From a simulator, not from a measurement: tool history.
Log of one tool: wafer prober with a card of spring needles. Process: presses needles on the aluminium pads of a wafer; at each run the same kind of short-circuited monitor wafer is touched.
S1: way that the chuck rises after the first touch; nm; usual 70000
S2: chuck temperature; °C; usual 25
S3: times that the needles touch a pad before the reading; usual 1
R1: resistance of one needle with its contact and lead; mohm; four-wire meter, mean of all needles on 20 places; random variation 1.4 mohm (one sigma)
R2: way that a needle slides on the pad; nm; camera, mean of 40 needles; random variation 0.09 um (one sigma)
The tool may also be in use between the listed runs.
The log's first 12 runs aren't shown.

run	hour	S1	S2	S3	R1	R2
# hour 116.6: tips cleaned on abrasive film
13	120.4	70000	25	1	127	16320
# hour 125.3: tips cleaned on abrasive film
14	127.1	70000	25	1	125	16160
15	132.9	70000	29	1	139	16340
# hour 133.7: tips cleaned on abrasive film
# hour 142.2: tips cleaned on abrasive film
16	143.3	70000	29	1	120	16190
# hour 151.2: tips cleaned on abrasive film
17	154.2	59000	84	1	141	13510
# hour 159.9: tips cleaned on abrasive film
18	162.2	70000	31	3	121	16330
# hour 168.5: tips cleaned on abrasive film
19	169.0	70000	31	3	119	16210
# hour 172.5: height of the first contact set anew
# hour 177.8: tips cleaned on abrasive film
20	183.0	70000	31	3	123	16600
# hour 186.4: tips cleaned on abrasive film
21	191.4	70000	31	3	123	16930
# hour 195.2: tips cleaned on abrasive film
22	202.1	70000	31	3	123	16530
# hour 204.1: tips cleaned on abrasive film
23	211.6	70000	31	3	125	16570
# hour 212.4: tips cleaned on abrasive film
24	217.7	70000	31	3	122	16600
# hour 221.3: tips cleaned on abrasive film
25	224.2	70000	67	1	132	16570
# hour 229.9: tips cleaned on abrasive film
26	235.5	59000	56	1	138	13910
# hour 238.7: tips cleaned on abrasive film
27	241.4	51000	29	3	126	12040
# hour 247.8: tips cleaned on abrasive film
28	251.9	90000	38	1	123	21310
# hour 256.8: tips cleaned on abrasive film
29	261.5	78000	55	2	126	18620

Forecast run 30:
# hour 265.0: tips cleaned on abrasive film
30	272.9	66000	53	1	?	?

Run 30 gave R1 146 mohm, R2 15610 nm.
Without the tool's hidden state the same run would have given R1 123 mohm, R2 15800 nm.

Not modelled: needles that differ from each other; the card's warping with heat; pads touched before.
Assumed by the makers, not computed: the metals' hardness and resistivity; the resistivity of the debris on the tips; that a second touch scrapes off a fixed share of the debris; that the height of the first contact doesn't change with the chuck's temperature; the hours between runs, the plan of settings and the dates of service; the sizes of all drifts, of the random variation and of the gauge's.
